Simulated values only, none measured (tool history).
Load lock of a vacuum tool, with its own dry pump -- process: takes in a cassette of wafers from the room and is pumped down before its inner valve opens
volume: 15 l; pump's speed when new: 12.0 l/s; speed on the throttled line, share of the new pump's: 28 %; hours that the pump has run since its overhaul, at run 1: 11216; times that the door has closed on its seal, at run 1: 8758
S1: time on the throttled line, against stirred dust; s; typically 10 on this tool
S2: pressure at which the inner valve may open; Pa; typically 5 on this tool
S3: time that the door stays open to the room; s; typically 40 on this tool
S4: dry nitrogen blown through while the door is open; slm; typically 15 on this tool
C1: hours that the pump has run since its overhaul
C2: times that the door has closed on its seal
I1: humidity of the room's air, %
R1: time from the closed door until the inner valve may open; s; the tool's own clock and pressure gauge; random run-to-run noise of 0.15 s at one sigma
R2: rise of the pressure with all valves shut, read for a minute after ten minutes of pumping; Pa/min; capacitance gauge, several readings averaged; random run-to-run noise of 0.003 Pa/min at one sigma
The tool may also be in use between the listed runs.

Run 1, hour 0: usual settings; C1 11216; C2 8758; I1 46.1. Result: R1 20.5 s, R2 0.06 Pa/min.
Run 2, hour 67.8: usual settings; C1 11284; C2 8926; I1 44.8. Result: R1 20.7 s, R2 0.057 Pa/min.
Run 3, hour 151.8: usual settings; C1 11368; C2 9133; I1 46.3. Result: R1 20.8 s, R2 0.062 Pa/min.
Run 4, hour 234.6: usual settings; C1 11451; C2 9338; I1 43.5. Result: R1 20.6 s, R2 0.062 Pa/min.
Run 5, hour 291.4: usual settings; C1 11508; C2 9478; I1 46.9. Result: R1 21.1 s, R2 0.062 Pa/min.
Run 6, hour 377: usual settings; C1 11593; C2 9689; I1 45.9. Result: R1 20.7 s, R2 0.063 Pa/min.
Run 7, hour 460: usual settings but S2 6 Pa; C1 11676; C2 9894; I1 45.8. Result: R1 20.5 s, R2 0.067 Pa/min.
Run 8, hour 568.8: usual settings; C1 11785; C2 10163; I1 45.6. Result: R1 20.8 s, R2 0.067 Pa/min.
Run 9, hour 621.9: usual settings; C1 11838; C2 10294; I1 45.8. Result: R1 20.5 s, R2 0.066 Pa/min.
Run 10, hour 723.7: usual settings; C1 11940; C2 10546; I1 42.7. Result: R1 20.5 s, R2 0.069 Pa/min.
Run 11, hour 794.6: usual settings; C1 12011; C2 10721; I1 45.3. Result: R1 20.8 s, R2 0.072 Pa/min.
Run 12, hour 895.9: usual settings but S3 38 s; C1 12112; C2 10971; I1 45. Result: R1 20.5 s, R2 0.069 Pa/min.
Run 13, hour 997.6: usual settings; C1 12214; C2 11222; I1 48.4. Result: R1 20.5 s, R2 0.075 Pa/min.
Run 14, hour 1050.6: usual settings but S3 41 s; C1 12267; C2 11353; I1 42.6. Result: R1 20.8 s, R2 0.074 Pa/min.
Run 15, hour 1104.2: usual settings but S3 41 s; C1 12320; C2 11485; I1 45.3. Result: R1 20.8 s, R2 0.071 Pa/min.
Run 16, hour 1211.1: usual settings but S3 41 s; C1 12427; C2 11749; I1 45.7. Result: R1 20.8 s, R2 0.074 Pa/min.
Run 17, hour 1327.4: usual settings but S3 41 s; C1 12544; C2 12037; I1 42.7. Result: R1 20.8 s, R2 0.076 Pa/min.
Run 18, hour 1415.8: usual settings but S3 41 s; C1 12632; C2 12255; I1 45.2. Result: R1 20.7 s, R2 0.085 Pa/min.
Run 19, hour 1472.1: usual settings but S1 20 s, S2 8 Pa, S4 13 slm; C1 12688; C2 12394; I1 44.4. Result: R1 27 s, R2 0.082 Pa/min.
Run 20, hour 1568.4: usual settings but S1 20 s, S2 8 Pa, S4 13 slm; C1 12785; C2 12632; I1 42.2. Result: R1 26.9 s, R2 0.083 Pa/min.
Run 21, hour 1689.5: usual settings but S1 20 s, S2 8 Pa, S4 13 slm; C1 12906; C2 12931; I1 47.4. Result: R1 27 s, R2 0.089 Pa/min.
Run 22, hour 1791.3: usual settings but S1 11 s; C1 13007; C2 13182; I1 44.7. Result: R1 21.5 s, R2 0.089 Pa/min.
Run 23, hour 1858.3: usual settings but S1 11 s, S2 6 Pa, S3 32 s; C1 13074; C2 13348; I1 46.8. Result: R1 21.3 s, R2 0.09 Pa/min.
Run 24, hour 1908.9: usual settings but S1 11 s, S2 6 Pa, S3 32 s; C1 13125; C2 13473; I1 43.4. Result: R1 21.2 s, R2 0.08 Pa/min.
Run 25, hour 1961.4: usual settings but S1 11 s, S2 6 Pa, S3 32 s; C1 13178; C2 13603; I1 44.8. Result: R1 21 s, R2 0.086 Pa/min.
Run 26, hour 2076.5: usual settings but S1 12 s, S2 10 Pa, S3 220 s, S4 5 slm; C1 13293; C2 13887; I1 45. Result: R1 21.1 s, R2 0.183 Pa/min.
Run 27, hour 2136.3: usual settings but S1 12 s, S2 10 Pa, S3 220 s, S4 5 slm; C1 13352; C2 14034; I1 43.3. Result: R1 21.1 s, R2 0.178 Pa/min.
Run 28, hour 2256.9: usual settings but S1 8 s, S4 5 slm; C1 13473; C2 14332; I1 47.2. Result: R1 19.5 s, R2 0.108 Pa/min.
Run 29, hour 2369.2: usual settings but S1 8 s, S4 5 slm; C1 13585; C2 14610; I1 45.2. Result: R1 19.6 s, R2 0.108 Pa/min.

Consider 5 possible next runs. They are alternatives, not a sequence: every one starts from the tool as it was left by run 29. What does each give?
Run A, hour 2427: usual settings but S1 7 s, S3 164 s, S4 16 slm; C1 13643; C2 14752; I1 44.9. Result: R1 ?, R2 ?.
Run B, hour 2427: usual settings but S2 8 Pa, S3 31 s, S4 34 slm; C1 13643; C2 14752; I1 42.7. Result: R1 ?, R2 ?.
Run C, hour 2427: usual settings but S1 14 s, S2 6 Pa, S4 13 slm; C1 13643; C2 14752; I1 42.3. Result: R1 ?, R2 ?.
Run D, hour 2427: usual settings but S1 8 s, S3 110 s, S4 5 slm; C1 13643; C2 14752; I1 46.3. Result: R1 ?, R2 ?.
Run E, hour 2427: usual settings but S1 7 s, S2 6 Pa, S4 31 slm; C1 13643; C2 14752; I1 45.5. Result: R1 ?, R2 ?.

run    R1     R2
  A  18.8  0.121
  B  20.3  0.083
  C  23.5  0.095
  D  19.4  0.155
  E  18.7  0.089
What these runs would have given with no unlogged condition in the tool:
run    R1     R2
  A  17.6  0.052
  B  19.3  0.013
  C  22.5  0.025
  D  18.3  0.084
  E  17.6   0.02
